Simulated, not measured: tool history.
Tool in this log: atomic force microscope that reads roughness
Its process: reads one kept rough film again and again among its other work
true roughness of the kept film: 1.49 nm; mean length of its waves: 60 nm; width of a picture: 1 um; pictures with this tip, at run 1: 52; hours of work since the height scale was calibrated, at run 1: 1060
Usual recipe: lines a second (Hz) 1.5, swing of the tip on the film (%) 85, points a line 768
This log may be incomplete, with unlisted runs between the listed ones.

run     day  lines a second (Hz)  swing of the tip on the film (%)  points a line  pictures with this tip  hours of work since the height scale was calibrated  roughness of the kept film (nm (root mean square))
  1       0                  1.5                                85            768                      52                                                 1060                                               1.291
  2   1.167                  1.5                                85            768                      82                                                 1079                                                1.29
  3   2.996                  1.5                                85            768                     131                                                 1109                                                1.28
  4     3.9                  1.5                                85            768                     155                                                 1123                                                1.28
  5    4.75                 2.31                                85            768                     177                                                 1137                                               1.203
  6   6.379                 0.67                                85            768                     220                                                 1164                                               1.366
  7   7.338                 0.67                                85            768                     245                                                 1179                                               1.366
  8   8.488                 0.67                                85            768                     276                                                 1198                                               1.367
  9  10.008                 0.67                                85            768                     316                                                 1223                                               1.356
     11.646  -- new tip fitted
 10    11.7                  1.5                                85            768                       1                                                 1250                                               1.289
 11  13.046                  1.5                                85            768                      37                                                 1272                                                1.29
 12  13.967                  1.5                                85            768                      61                                                 1287                                               1.292
 13   15.85                  1.5                                85            768                     111                                                 1317                                               1.279
     15.971  -- height scale calibrated on a step standard
 14  17.571                  1.4                                85            370                     155                                                   26                                               1.287
 15  18.533                  3.1                                85            370                     180                                                   42                                               1.138
 16  19.742                  3.1                                85            370                     212                                                   61                                               1.134
 17  21.179                 2.65                                85            370                     250                                                   85                                               1.172
     22.292  -- height scale calibrated on a step standard, once more
 18  22.321                  1.5                                83            328                     279                                                    1                                               1.301
 19  23.404                 1.77                                61            946                     308                                                   18                                               1.397
       25.3  -- new tip fitted
 20    25.3                 2.52                                85            862                       0                                                   49                                               1.216
 21  27.017                 1.58                                85            318                      46                                                   77                                               1.288
 22  28.058                  1.5                                73            463                      73                                                   93                                               1.363
 23   29.15                  1.5                                58            768                     102                                                  111                                               1.434
 24  30.362                  1.5                                58            768                     134                                                  131                                               1.426
 25  31.733                 0.65                                67            572                     170                                                  153                                               1.425

3 ways to go on from here, each from the tool as it stands after run 25. What would each give?
  A  33.492                  1.5                                87           1004                     217                                                  182                                                   ?
  B  33.492                 3.42                                85            561                     217                                                  182                                                   ?
  C  33.492                 2.73                                85            708                     217                                                  182                                                   ?

run  roughness of the kept film (nm (root mean square))
  A                                               1.282
  B                                               1.126
  C                                               1.185
Take away the tool's hidden state, keep each run's random variation, and the runs would have read:
run  roughness of the kept film (nm (root mean square))
  A                                               1.294
  B                                               1.137
  C                                               1.196
